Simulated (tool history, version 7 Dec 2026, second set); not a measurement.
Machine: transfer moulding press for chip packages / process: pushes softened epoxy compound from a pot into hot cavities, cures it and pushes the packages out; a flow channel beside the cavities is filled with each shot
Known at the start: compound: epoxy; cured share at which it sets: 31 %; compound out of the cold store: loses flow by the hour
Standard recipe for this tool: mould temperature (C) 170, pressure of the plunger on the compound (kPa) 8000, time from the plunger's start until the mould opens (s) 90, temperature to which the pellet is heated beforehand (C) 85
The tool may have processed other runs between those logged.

run	hour	mould temperature (C)	pressure of the plunger on the compound (kPa)	time from the plunger's start until the mould opens (s)	temperature to which the pellet is heated beforehand (C)	incoming compound's hours out of the cold store	length that the compound runs in the flow channel (mm)	greatest force on the pins that push the packages out (N)
1	0	170	8000	90	85	31.3	633	399
2	13.8	170	8000	90	85	12.6	696	421
3	24.3	170	8000	108	85	25.6	648	400
4	30.7	170	8000	108	85	14.9	693	380
5	40.7	178	8000	90	85	41.9	574	368
6	46.5	170	8000	90	85	40.5	605	401
7	52	170	8000	90	85	32	627	415
8	59.3	170	8000	90	85	18.5	677	419
9	70.5	170	8000	90	85	44.8	580	410
10	80.1	170	8000	90	85	13.2	687	420
11	87	170	8000	90	85	25.8	642	399
12	93	167	7630	130	86	42	590	382
13	101.4	167	7630	130	86	19	668	386
14	108.4	173	7630	130	93	36.3	602	377
15	116.3	173	7630	130	93	43.8	563	385
16	126.1	169	7630	130	94	44.9	574	372
17	133.8	170	6430	90	85	17.4	600	423
18	140.7	170	6430	90	85	26.2	583	428
19	149.3	175	8000	115	85	8.8	689	383
20	158.6	177	9170	94	85	37.2	644	384
21	164.3	177	9170	71	90	28.4	658	423

Missing from the log above: 2 entries noted between runs. For each, name the pair of listed runs it sits between and say how the tool's hidden condition differs from the listed run just before to the listed run just after:
After run 1, before run 2: plunger's sealing rings changed (hour 7.2)
  pressure that reaches the compound, % of what is set: 99.77 -> 99.99; grip of the stained cavities, % over clean ones': 0 -> 0.4
After run 10, before run 11: cavities cleaned with cleaning compound and waxed (hour 86.1)
  pressure that reaches the compound, % of what is set: 99.95 -> 99.94; grip of the stained cavities, % over clean ones': 1.2 -> 0.1

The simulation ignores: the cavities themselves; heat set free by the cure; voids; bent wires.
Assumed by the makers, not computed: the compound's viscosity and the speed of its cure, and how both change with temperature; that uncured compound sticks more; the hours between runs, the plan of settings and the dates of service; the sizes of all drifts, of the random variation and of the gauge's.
